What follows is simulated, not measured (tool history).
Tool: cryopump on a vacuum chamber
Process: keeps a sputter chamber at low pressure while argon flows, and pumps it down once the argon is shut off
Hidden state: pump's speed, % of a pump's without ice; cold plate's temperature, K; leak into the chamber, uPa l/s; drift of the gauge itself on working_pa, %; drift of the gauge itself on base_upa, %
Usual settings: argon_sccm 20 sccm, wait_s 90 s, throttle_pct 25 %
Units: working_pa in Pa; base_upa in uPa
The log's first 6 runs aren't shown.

| run | hour | argon_sccm | wait_s | throttle_pct | hours of work since the pump was warmed up and emptied | hours of work since the cold head was overhauled | hours of work since the chamber's fittings were tightened | working_pa | base_upa |
|---|---|---|---|---|---|---|---|---|---|
| 7 | 135.2 | 20 | 24 | 25 | 77 | 863 | 1997 | 0.0719 | 2.84 |
| 8 | 158 | 20 | 24 | 25 | 92 | 878 | 2012 | 0.0714 | 2.78 |
| 9 | 184.7 | 12 | 90 | 25 | 108 | 894 | 2029 | 0.0431 | 1.02 |
| 10 | 209.1 | 20 | 90 | 35 | 124 | 910 | 2044 | 0.052 | 1.02 |
| 11 | 226.7 | 20 | 90 | 35 | 135 | 921 | 2055 | 0.0519 | 1.02 |
| 12 | 247.7 | 20 | 90 | 35 | 148 | 934 | 2068 | 0.0516 | 1.04 |
| 13 | 279.5 | 20 | 90 | 25 | 168 | 954 | 2088 | 0.0728 | 1.05 |
| 14 | 294.1 | 20 | 90 | 25 | 177 | 963 | 2097 | 0.0726 | 1.04 |
| 15 | 307.6 | 20 | 90 | 25 | 186 | 972 | 2106 | 0.0726 | 1.05 |
| 16 | 321.5 | 20 | 90 | 25 | 194 | 980 | 2115 | 0.073 | 1.05 |
| 17 | 343.6 | 20 | 90 | 18 | 208 | 994 | 2128 | 0.1007 | 1.06 |

Forecast run 18:
| 18 | 356.7 | 14 | 130 | 42 | 217 | 1003 | 2137 | ? | ? |

Run 18 gave working_pa 0.0309 Pa, base_upa 0.83 uPa.
Without the tool's hidden state the same run would have given working_pa 0.0294 Pa, base_upa 0.58 uPa.
